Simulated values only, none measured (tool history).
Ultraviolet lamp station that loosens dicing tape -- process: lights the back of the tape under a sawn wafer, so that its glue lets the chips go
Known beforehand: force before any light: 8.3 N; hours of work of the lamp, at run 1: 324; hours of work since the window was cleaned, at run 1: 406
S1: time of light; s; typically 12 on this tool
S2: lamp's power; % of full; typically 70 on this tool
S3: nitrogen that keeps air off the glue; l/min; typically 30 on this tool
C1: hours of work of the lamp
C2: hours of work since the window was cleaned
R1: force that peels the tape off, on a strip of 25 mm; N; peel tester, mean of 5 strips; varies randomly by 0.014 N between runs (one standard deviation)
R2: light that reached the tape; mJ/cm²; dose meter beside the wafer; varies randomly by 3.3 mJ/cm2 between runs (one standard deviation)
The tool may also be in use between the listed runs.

run 1 day=0 | S1=12 S2=70 S3=30 | C1=324 C2=406 | R1=0.633 R2=522
run 2 day=0.671 | S1=12 S2=70 S3=30 | C1=336 C2=418 | R1=0.663 R2=513
run 3 day=1.121 | S1=12 S2=70 S3=30 | C1=344 C2=426 | R1=0.644 R2=516
run 4 day=1.612 | S1=12 S2=70 S3=30 | C1=353 C2=435 | R1=0.643 R2=518
run 5 day=2.062 | S1=12 S2=70 S3=30 | C1=361 C2=443 | R1=0.655 R2=519
run 6 day=2.583 | S1=12 S2=70 S3=30 | C1=370 C2=452 | R1=0.643 R2=519
-- day=2.788 window cleaned of glue's vapour
run 7 day=3.096 | S1=12 S2=70 S3=30 | C1=379 C2=6 | R1=0.657 R2=519
run 8 day=3.754 | S1=16 S2=70 S3=30 | C1=391 C2=17 | R1=0.334 R2=691
run 9 day=4.329 | S1=16 S2=70 S3=30 | C1=401 C2=28 | R1=0.353 R2=686
run 10 day=4.862 | S1=19 S2=70 S3=30 | C1=410 C2=37 | R1=0.225 R2=819
run 11 day=5.325 | S1=12 S2=70 S3=30 | C1=419 C2=45 | R1=0.651 R2=521
run 12 day=5.638 | S1=12 S2=70 S3=19 | C1=424 C2=51 | R1=0.827 R2=517
run 13 day=6.196 | S1=12 S2=70 S3=19 | C1=434 C2=61 | R1=0.832 R2=518
run 14 day=6.817 | S1=12 S2=70 S3=30 | C1=445 C2=72 | R1=0.636 R2=518
run 15 day=7.233 | S1=12 S2=70 S3=30 | C1=453 C2=80 | R1=0.644 R2=519
run 16 day=7.879 | S1=12 S2=70 S3=30 | C1=464 C2=91 | R1=0.642 R2=523
run 17 day=8.333 | S1=12 S2=70 S3=30 | C1=472 C2=99 | R1=0.654 R2=520
run 18 day=8.654 | S1=12 S2=70 S3=30 | C1=478 C2=105 | R1=0.655 R2=515
run 19 day=9.3 | S1=12 S2=70 S3=13 | C1=490 C2=117 | R1=1.008 R2=516
run 20 day=9.938 | S1=13 S2=70 S3=30 | C1=501 C2=128 | R1=0.53 R2=566
run 21 day=10.562 | S1=13 S2=70 S3=30 | C1=512 C2=139 | R1=0.543 R2=564
run 22 day=11.175 | S1=13 S2=96 S3=30 | C1=523 C2=150 | R1=0.26 R2=768
run 23 day=11.671 | S1=13 S2=96 S3=30 | C1=532 C2=159 | R1=0.26 R2=769
run 24 day=12.112 | S1=13 S2=96 S3=30 | C1=540 C2=167 | R1=0.254 R2=777
run 25 day=12.662 | S1=15 S2=69 S3=24 | C1=550 C2=177 | R1=0.455 R2=644
run 26 day=13 | S1=19 S2=71 S3=14 | C1=556 C2=183 | R1=0.345 R2=834
run 27 day=13.642 | S1=19 S2=71 S3=14 | C1=568 C2=194 | R1=0.34 R2=821
run 28 day=14.171 | S1=8 S2=98 S3=11 | C1=577 C2=204 | R1=1.23 R2=483
run 29 day=14.779 | S1=16 S2=70 S3=25 | C1=588 C2=215 | R1=0.387 R2=695
run 30 day=15.2 | S1=14 S2=70 S3=37 | C1=595 C2=222 | R1=0.422 R2=606
run 31 day=15.629 | S1=12 S2=71 S3=25 | C1=603 C2=230 | R1=0.715 R2=521
run 32 day=16.267 | S1=7 S2=70 S3=30 | C1=614 C2=241 | R1=1.802 R2=303
run 33 day=16.629 | S1=8 S2=69 S3=11 | C1=621 C2=248 | R1=2.181 R2=341
run 34 day=17.333 | S1=16 S2=63 S3=41 | C1=634 C2=260 | R1=0.394 R2=622
run 35 day=17.971 | S1=16 S2=63 S3=56 | C1=645 C2=272 | R1=0.33 R2=621
run 36 day=18.438 | S1=16 S2=63 S3=56 | C1=653 C2=280 | R1=0.338 R2=620
run 37 day=18.733 | S1=7 S2=70 S3=11 | C1=659 C2=285 | R1=2.534 R2=302
run 38 day=19.167 | S1=12 S2=70 S3=13 | C1=666 C2=293 | R1=1.016 R2=517
run 39 day=19.525 | S1=7 S2=61 S3=13 | C1=673 C2=300 | R1=2.825 R2=262
run 40 day=19.858 | S1=7 S2=61 S3=13 | C1=679 C2=306 | R1=2.73 R2=267
run 41 day=20.358 | S1=12 S2=61 S3=13 | C1=688 C2=315 | R1=1.281 R2=446
run 42 day=20.688 | S1=12 S2=87 S3=15 | C1=694 C2=321 | R1=0.585 R2=642
run 43 day=21.229 | S1=12 S2=82 S3=29 | C1=703 C2=330 | R1=0.465 R2=606

Each row is a separate what-if for the run after 43, all from the same tool condition, not one after another. Results?
run A day=21.533 | S1=13 S2=70 S3=40 | C1=709 C2=336 | R1=? R2=?
run B day=21.533 | S1=6 S2=86 S3=18 | C1=709 C2=336 | R1=? R2=?
run C day=21.533 | S1=16 S2=87 S3=29 | C1=709 C2=336 | R1=? R2=?
run D day=21.533 | S1=9 S2=75 S3=14 | C1=709 C2=336 | R1=? R2=?

run=A R1=0.466 R2=565
run=B R1=2.081 R2=320
run=C R1=0.213 R2=861
run=D R1=1.412 R2=416
What these runs would have given with no unlogged condition in the tool:
run=A R1=0.464 R2=566
run=B R1=2.074 R2=321
run=C R1=0.212 R2=863
run=D R1=1.407 R2=417
